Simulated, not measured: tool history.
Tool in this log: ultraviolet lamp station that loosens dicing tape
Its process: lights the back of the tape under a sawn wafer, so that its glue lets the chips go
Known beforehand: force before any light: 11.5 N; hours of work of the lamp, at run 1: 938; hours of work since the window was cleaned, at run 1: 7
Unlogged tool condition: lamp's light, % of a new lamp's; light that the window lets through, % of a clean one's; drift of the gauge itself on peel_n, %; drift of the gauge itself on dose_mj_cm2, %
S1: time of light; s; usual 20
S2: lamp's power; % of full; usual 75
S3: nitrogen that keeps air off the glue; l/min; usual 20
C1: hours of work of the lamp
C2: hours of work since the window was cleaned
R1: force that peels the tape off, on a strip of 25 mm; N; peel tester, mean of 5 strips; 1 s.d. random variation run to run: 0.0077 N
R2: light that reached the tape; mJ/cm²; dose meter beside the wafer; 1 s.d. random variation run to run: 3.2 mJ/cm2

run,hour,S1,S2,S3,C1,C2,R1,R2
1,0,20,75,20,938,7,0.491,405
2,32.3,20,75,20,962,31,0.521,399
3,74.2,20,75,20,992,61,0.545,390
4,110,20,75,20,1019,88,0.543,383
5,147.5,20,75,20,1046,115,0.59,378
6,167.4,20,93,20,1061,129,0.369,466
7,187.7,20,93,20,1075,144,0.365,458
8,233.2,19,93,20,1109,178,0.423,430
9,275.3,19,93,20,1139,208,0.449,427
10,296.8,19,93,20,1155,224,0.461,420
11,344.2,19,93,20,1190,259,0.493,410
12,385.5,20,75,15,1220,289,0.94,340
# hour 398.6: window cleaned of glue's vapour
13,409.8,20,75,15,1237,8,0.75,369
14,430.8,20,75,15,1252,23,0.776,367
15,458.6,20,75,15,1273,44,0.837,364
16,483.1,20,75,15,1291,62,0.784,358
17,520.2,20,75,15,1318,89,0.878,356
18,546.1,20,83,20,1337,108,0.534,388
19,566.1,20,83,20,1351,122,0.582,385
20,612.5,20,83,20,1385,156,0.598,379
21,649.3,20,83,20,1412,183,0.611,366
22,675.9,27,97,11,1431,202,0.367,578
23,695.9,27,97,11,1446,217,0.386,568
24,734.1,10,97,11,1474,245,2.791,207
25,768,20,93,24,1499,270,0.461,395
26,798,13,81,7,1521,292,3.352,222
# hour 807.5: window cleaned of glue's vapour
27,823.9,13,81,7,1539,12,3.129,238
28,860.4,15,72,13,1566,39,2.021,237
29,892.3,19,70,19,1589,62,1.082,292
30,912.6,16,70,21,1604,77,1.464,245
31,936.8,16,70,21,1622,94,1.492,239
32,968.3,36,77,37,1645,117,0.176,586
33,1000.2,20,75,10,1668,141,1.562,315
34,1046.3,20,99,7,1701,174,1.247,405
35,1085.5,20,99,7,1730,203,1.297,399
36,1110.3,20,99,7,1748,221,1.35,396
37,1152.4,21,79,20,1779,252,0.844,319
38,1194.5,21,96,8,1810,283,1.221,383
# hour 1218.6: window cleaned of glue's vapour
39,1229.4,21,70,8,1835,8,1.998,303
40,1273.3,32,75,34,1867,40,0.233,488
41,1298.3,20,89,20,1885,58,0.67,353
42,1334.1,20,89,20,1911,84,0.709,350

Selected run-to-run steps in R1, each split into two signed amounts: the part the tool would show with no hidden state at all (from settings, incoming material and random variation), and the remainder, which goes to the hidden state together with any gauge scatter not common to the measured and the hidden-state-free results:
Run 23 -> 24: S1 27 -> 10. R1 +2.405 N: hidden state +1.307, all else +1.098.
Run 24 -> 25: S1 10 -> 20, S2 97 -> 93, S3 11 -> 24. R1 -2.33 N: hidden state -1.238, all else -1.092.
Run 25 -> 26: S1 20 -> 13, S2 93 -> 81, S3 24 -> 7. R1 +2.891 N: hidden state +1.492, all else +1.399.
